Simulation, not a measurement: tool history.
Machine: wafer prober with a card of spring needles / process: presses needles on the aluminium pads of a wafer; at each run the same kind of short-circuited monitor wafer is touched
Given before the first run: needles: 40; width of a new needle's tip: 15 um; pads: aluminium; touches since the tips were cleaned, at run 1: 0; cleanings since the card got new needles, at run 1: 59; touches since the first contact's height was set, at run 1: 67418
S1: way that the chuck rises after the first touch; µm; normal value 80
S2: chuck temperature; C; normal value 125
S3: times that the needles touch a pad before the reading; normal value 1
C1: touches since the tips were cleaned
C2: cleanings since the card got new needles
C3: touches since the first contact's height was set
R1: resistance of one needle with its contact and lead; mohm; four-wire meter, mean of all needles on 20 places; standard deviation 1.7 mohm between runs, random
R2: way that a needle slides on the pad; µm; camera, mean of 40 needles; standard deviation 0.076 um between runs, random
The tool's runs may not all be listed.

run,hour,S1,S2,S3,C1,C2,C3,R1,R2
1,0,80,125,1,0,59,67418,181,12.41
# hour 5.7: tips cleaned on abrasive film
2,5.7,80,125,1,0,60,70035,176,12.41
# hour 11.6: tips cleaned on abrasive film
3,13.6,80,125,1,910,61,73702,186,12.31
# hour 17.6: tips cleaned on abrasive film
# hour 23.1: tips cleaned on abrasive film
4,24.9,80,125,1,819,63,78911,189,12.34
# hour 28.8: tips cleaned on abrasive film
# hour 34.2: tips cleaned on abrasive film
5,36.1,80,125,1,906,65,84096,189,12.32
# hour 39.7: tips cleaned on abrasive film
6,41.1,66,125,1,669,66,86389,186,10.02
# hour 45.6: tips cleaned on abrasive film
# hour 51: tips cleaned on abrasive film
7,51,80,125,1,0,68,90956,180,12.13
# hour 56.5: tips cleaned on abrasive film
8,58.8,80,125,1,1106,69,94585,187,12.17
# hour 62: tips cleaned on abrasive film
# hour 65.4: height of the first contact set anew
# hour 67.8: tips cleaned on abrasive film
9,68.1,80,125,1,151,71,1217,179,12.87
# hour 73.4: tips cleaned on abrasive film
10,75.1,80,125,1,817,72,4469,186,12.72
# hour 79.5: tips cleaned on abrasive film
# hour 85.3: tips cleaned on abrasive film
11,86.5,89,125,1,536,74,9712,181,14.27
# hour 91.5: tips cleaned on abrasive film
12,96.4,89,125,1,2319,75,14328,193,14.16
# hour 97.3: tips cleaned on abrasive film
# hour 102.8: tips cleaned on abrasive film
13,103.8,80,125,1,469,77,17700,184,12.61
# hour 108.9: tips cleaned on abrasive film
14,109.4,80,125,2,253,78,20314,180,12.81
# hour 114.3: tips cleaned on abrasive film
15,116.2,80,125,2,866,79,23425,185,12.72
# hour 120.5: tips cleaned on abrasive film
16,120.9,80,125,2,174,80,25606,178,12.69

Run 17 is up next; what results do you expect?
# hour 126.9: tips cleaned on abrasive film
17,128.9,80,125,2,949,81,29317,?,?

{"run 17": {"R1": 183, "R2": 12.83}}
Were there no unlogged condition in the tool, this run, its random variation unchanged, would have produced R1 176 mohm, R2 13.03 µm.
